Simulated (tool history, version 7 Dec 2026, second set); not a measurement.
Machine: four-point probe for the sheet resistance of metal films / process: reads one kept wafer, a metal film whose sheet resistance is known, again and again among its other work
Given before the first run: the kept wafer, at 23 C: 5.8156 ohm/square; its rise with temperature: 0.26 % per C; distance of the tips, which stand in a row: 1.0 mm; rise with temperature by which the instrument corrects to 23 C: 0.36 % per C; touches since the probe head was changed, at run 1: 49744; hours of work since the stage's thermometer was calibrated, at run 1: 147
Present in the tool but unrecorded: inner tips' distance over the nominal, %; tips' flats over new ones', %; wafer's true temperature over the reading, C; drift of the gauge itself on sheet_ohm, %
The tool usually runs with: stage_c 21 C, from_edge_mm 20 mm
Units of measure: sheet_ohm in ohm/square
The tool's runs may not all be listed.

run    hour  stage_c  from_edge_mm  touches since the probe head was changed  hours of work since the stage's thermometer was calibrated  sheet_ohm
  1     0.0       21            20                                     49744                                                         147   5.844079
  2    94.0       21            20                                     52811                                                         188   5.844922
  3   152.3       21            20                                     54713                                                         214   5.844470
  4   224.6       21            20                                     57073                                                         245   5.845663
  5   297.1       21            20                                     59437                                                         277   5.845620
  6   394.5       21            20                                     62616                                                         319   5.844970
  7   489.8       21            20                                     65727                                                         361   5.847070
  8   574.1       21            20                                     68475                                                         398   5.848549
  9   634.5       30            20                                     70447                                                         424   5.803870
 10   727.5       19            20                                     73482                                                         465   5.859442
 11   772.0       19            20                                     74933                                                         484   5.858802
 12   848.1       19            20                                     77416                                                         517   5.860457
 13   947.2       19            20                                     80651                                                         561   5.860828
 14  1033.1       21            20                                     83453                                                         598   5.853051
 15  1079.2       21            20                                     84958                                                         618   5.851785
 16  1176.2       21            20                                     88121                                                         661   5.854060
 17  1276.5       21            20                                     91394                                                         704   5.852683
 18  1325.3       21            20                                     92986                                                         726   5.853871
 19  1415.6       21            20                                     95935                                                         765   5.854252
 20  1470.6       21            20                                     97728                                                         789   5.856461
 21  1525.6       29            20                                     99524                                                         813   5.813289
 22  1577.8       21            20                                    101228                                                         836   5.854892

Estimate the outcome of run 23 from the log above:
 23  1624.6       24            17                                    102753                                                         856          ?

Run 23 yielded sheet_ohm 5.842459 ohm/square.
With the hidden condition absent and the run-to-run variation left alone, this run would have shown sheet_ohm 5.820488 ohm/square.

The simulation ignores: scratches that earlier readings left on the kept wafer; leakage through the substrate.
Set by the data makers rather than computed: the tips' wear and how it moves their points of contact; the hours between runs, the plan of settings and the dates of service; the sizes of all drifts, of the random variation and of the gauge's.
